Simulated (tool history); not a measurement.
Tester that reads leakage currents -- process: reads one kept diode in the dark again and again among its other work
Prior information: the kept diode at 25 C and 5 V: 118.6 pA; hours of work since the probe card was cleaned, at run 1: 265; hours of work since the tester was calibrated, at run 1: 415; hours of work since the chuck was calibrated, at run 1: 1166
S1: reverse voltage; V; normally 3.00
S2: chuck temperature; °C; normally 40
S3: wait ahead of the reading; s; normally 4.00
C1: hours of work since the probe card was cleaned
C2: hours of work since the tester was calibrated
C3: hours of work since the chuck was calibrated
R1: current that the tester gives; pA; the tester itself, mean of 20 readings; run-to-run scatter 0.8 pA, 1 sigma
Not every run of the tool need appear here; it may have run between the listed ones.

run    hour     S1  S2    S3    C1    C2    C3      R1
  1     0.0   3.00  40  4.00   265   415  1166  266.46
       54.4  -- chuck's temperature calibrated
  2    74.3   3.00  40  4.00   305   455    11  264.05
  3   144.1   3.00  40  4.00   344   494    50  264.38
  4   185.2   3.00  40  4.00   367   517    73  265.40
  5   279.1   3.00  40  4.00   419   569   125  265.72
  6   376.8   3.00  40  3.10   473   623   179  266.42
  7   473.3   3.00  40  4.00   526   677   232  266.79
  8   546.8   3.00  40  4.00   567   717   273  265.91
  9   609.5   3.00  40  4.00   602   752   308  265.39
 10   692.8   3.00  40  4.00   648   798   354  265.75
 11   780.3   3.00  40  4.00   697   847   403  264.77
 12   850.5   3.00  40  4.00   736   886   442  264.13
 13   899.2   3.00  40  4.00   763   913   469  265.47
 14   991.8   3.00  40  4.00   814   964   520  265.97
 15  1063.3   3.00  40  4.00   854  1004   560  266.29
 16  1141.5  10.11  21  6.57   897  1047   603  124.04
 17  1217.5  11.65  45  3.13   939  1089   645  709.96
 18  1293.5   3.00  57  4.00   981  1132   687  783.24
 19  1377.7   5.98  33  4.00  1028  1178   734  230.19
 20  1456.0   3.04  45  8.08  1071  1222   777  369.56
 21  1500.3   3.04  45  8.08  1096  1246   802  369.69
 22  1580.8   3.04  45  8.08  1141  1291   847  368.18
 23  1641.6   1.35  37  3.04  1174  1325   880  147.36
 24  1690.6   1.95  23  1.68  1202  1352   908   64.86
 25  1733.8   8.95  40  1.68  1226  1376   931  452.33
 26  1818.1   1.48  31  8.11  1272  1423   978  101.62
 27  1914.2   1.01  53  0.99  1326  1476  1032  361.67
 28  2004.2   1.01  34  2.50  1376  1526  1081  104.47
 29  2055.9   3.00  40  0.58  1404  1554  1110  265.46

Forecast each of these 5 alternatives for the next run:
  A  2123.1   3.00  38  4.00  1441  1592  1147   ?
  B  2123.1  11.17  40  3.54  1441  1592  1147   ?
  C  2123.1   1.14  25  7.84  1441  1592  1147   ?
  D  2123.1   3.00  40  0.56  1441  1592  1147   ?
  E  2123.1   3.00  43  0.56  1441  1592  1147   ?

run      R1
  A  231.16
  B  500.30
  C   57.59
  D  265.70
  E  323.59
Without the tool's hidden state the same runs would have given:
run      R1
  A  231.44
  B  500.86
  C   57.66
  D  266.01
  E  323.97
